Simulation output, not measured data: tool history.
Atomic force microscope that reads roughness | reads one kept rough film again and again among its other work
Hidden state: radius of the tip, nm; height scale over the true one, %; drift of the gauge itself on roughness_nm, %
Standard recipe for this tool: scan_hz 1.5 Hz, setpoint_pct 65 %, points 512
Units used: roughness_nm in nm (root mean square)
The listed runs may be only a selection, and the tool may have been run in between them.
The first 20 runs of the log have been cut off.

| run | hour | scan_hz | setpoint_pct | points | pictures with this tip | hours of work since the height scale was calibrated | roughness_nm |
|---|---|---|---|---|---|---|---|
| 21 | 182.2 | 1.85 | 65 | 512 | 45 | 260 | 2.576 |
| 22 | 190.6 | 1.85 | 65 | 512 | 55 | 264 | 2.504 |
| 23 | 200.9 | 1.85 | 65 | 512 | 67 | 268 | 2.415 |
|  | 202.1 | new tip fitted |
| 24 | 206.4 | 1.85 | 65 | 512 | 5 | 271 | 2.872 |
| 25 | 212.1 | 1.85 | 65 | 512 | 12 | 273 | 2.811 |
| 26 | 218.9 | 1.5 | 65 | 512 | 20 | 276 | 2.793 |
| 27 | 225.3 | 3.05 | 65 | 512 | 27 | 279 | 2.603 |
| 28 | 234.1 | 3.05 | 65 | 512 | 38 | 283 | 2.54 |
| 29 | 243 | 0.81 | 55 | 864 | 48 | 286 | 2.677 |
| 30 | 248.2 | 0.81 | 55 | 864 | 54 | 289 | 2.626 |
| 31 | 256.5 | 0.81 | 55 | 864 | 64 | 292 | 2.556 |
|  | 259.9 | new tip fitted |
| 32 | 263.9 | 0.81 | 83 | 667 | 4 | 295 | 2.877 |
| 33 | 273.8 | 2.82 | 82 | 280 | 16 | 300 | 2.424 |
| 34 | 279.8 | 2.82 | 67 | 280 | 23 | 302 | 2.654 |
| 35 | 288.4 | 3.67 | 85 | 512 | 33 | 306 | 2.177 |
| 36 | 296.8 | 3.67 | 85 | 512 | 43 | 309 | 2.101 |
| 37 | 303.8 | 2.1 | 65 | 297 | 52 | 312 | 2.499 |
| 38 | 311.6 | 2.1 | 65 | 297 | 61 | 316 | 2.451 |
|  | 318.7 | new tip fitted |
| 39 | 322.8 | 2.03 | 88 | 285 | 4 | 320 | 2.56 |
| 40 | 328.6 | 1.44 | 88 | 940 | 11 | 323 | 2.618 |
| 41 | 340 | 3.52 | 59 | 940 | 25 | 328 | 2.701 |

Run 42, settings as shown, results not yet in. Your forecast:
| 42 | 352.3 | 0.61 | 81 | 581 | 39 | 333 | ? |

roughness_nm: 2.657 nm (root mean square)
On a tool with no hidden condition, and with the same random variation, this run would have come out at roughness_nm 2.986 nm (root mean square).
